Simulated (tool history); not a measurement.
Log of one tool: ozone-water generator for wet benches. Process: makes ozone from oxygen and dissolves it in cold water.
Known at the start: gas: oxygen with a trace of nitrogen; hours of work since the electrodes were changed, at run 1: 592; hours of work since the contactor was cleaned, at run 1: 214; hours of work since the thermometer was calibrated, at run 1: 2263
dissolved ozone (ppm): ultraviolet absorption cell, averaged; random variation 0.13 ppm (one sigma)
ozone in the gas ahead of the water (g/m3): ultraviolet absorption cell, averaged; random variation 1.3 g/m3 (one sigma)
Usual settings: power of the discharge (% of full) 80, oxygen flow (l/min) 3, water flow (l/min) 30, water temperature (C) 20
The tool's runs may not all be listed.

run   hour  power of the discharge (% of full)  oxygen flow (l/min)  water flow (l/min)  water temperature (C)  hours of work since the electrodes were changed  hours of work since the contactor was cleaned  hours of work since the thermometer was calibrated  dissolved ozone (ppm)  ozone in the gas ahead of the water (g/m3)
  1      0                                  80                    3                  30                     20                                              592                                            214                                                2263                   14.5                                       235.4
  2   35.4                                  80                    3                  30                     20                                              615                                            236                                                2286                   14.6                                       231.8
  3   54.6                                  80                    3                  30                     20                                              627                                            249                                                2298                   14.4                                       232.8
  4   70.5                                  80                    3                  30                     20                                              637                                            259                                                2308                   14.8                                       233.6
  5   90.5                                  80                    3                  30                     20                                              650                                            272                                                2321                   14.4                                       231.5
  6    122                                  80                    3                  31                     20                                              670                                            292                                                2341                     14                                       232.4
  7  155.2                                  80                    3                  31                     20                                              691                                            313                                                2362                   14.1                                         231
  8  174.5                                  80                    3                  22                     20                                              704                                            325                                                2375                   19.1                                       231.1
  9  205.3                                  80                    3                  30                     20                                              723                                            345                                                2394                   14.3                                       230.6
 10  239.7                                  80                    3                  30                     20                                              745                                            367                                                2416                   14.3                                       230.9
 11  257.8                                  80                    3                  30                     20                                              757                                            378                                                2428                   14.6                                       232.3
     259.9  -- water thermometer calibrated
 12  283.3                                  44                    3                  30                     20                                              773                                            394                                                  15                   10.1                                       157.4
 13  306.1                                  80                    3                  27                     20                                              787                                            409                                                  29                   16.1                                       230.4
 14  326.7                                  80                    3                  27                     20                                              801                                            422                                                  43                   16.2                                       230.9
 15    343                                  79                 5.18                  33                     24                                              811                                            433                                                  53                   14.4                                       180.4
     351.2  -- water thermometer calibrated, once more
 16  373.4                                  79                 5.18                  33                     24                                              830                                            452                                                  14                   14.3                                       181.3
 17  405.6                                  79                 1.68                  33                     13                                              851                                            472                                                  35                   10.7                                         295
 18  426.2                                  79                 1.68                  33                     13                                              864                                            485                                                  48                   10.9                                       294.7
 19  458.9                                  79                 1.68                  28                     13                                              885                                            506                                                  69                     13                                       292.3
 20  480.4                                  79                 1.68                  28                     14                                              898                                            520                                                  83                   12.8                                       294.7
 21  501.1                                  53                 3.63                  41                     16                                              912                                            533                                                  96                    8.7                                       162.2
 22  515.9                                  53                 3.63                  41                     16                                              921                                            543                                                 105                    8.8                                       162.6
 23  547.8                                  80                 3.63                  41                     16                                              942                                            563                                                 126                   11.3                                       212.1
 24  564.7                                  80                    3                  30                     16                                              952                                            574                                                 136                   15.1                                         228
 25  579.3                                  81                 1.92                  41                     14                                              962                                            583                                                 146                    8.9                                       282.7
 26  609.2                                  81                 1.92                  41                     14                                              981                                            602                                                 165                    8.8                                         280
 27  633.5                                  48                 1.75                  23                     18                                              996                                            618                                                 180                   11.6                                       210.4

Forecast each of these 4 alternatives for the next run:
  A  652.5                                  48                 4.66                  23                     18                                             1009                                            630                                                 193                      ?                                           ?
  B  652.5                                  52                 1.82                  30                     12                                             1009                                            630                                                 193                      ?                                           ?
  C  652.5                                  42                 1.75                  48                     19                                             1009                                            630                                                 193                      ?                                           ?
  D  652.5                                  80                    3                  30                     12                                             1009                                            630                                                 193                      ?                                           ?

run  dissolved ozone (ppm)  ozone in the gas ahead of the water (g/m3)
  A                   15.1                                       137.9
  B                    9.5                                       217.8
  C                    4.6                                       193.4
  D                   15.4                                       230.3
Without the tool's hidden state the same runs would have given:
run  dissolved ozone (ppm)  ozone in the gas ahead of the water (g/m3)
  A                   15.4                                       140.4
  B                    9.7                                         222
  C                    4.7                                       196.5
  D                   15.8                                       236.3
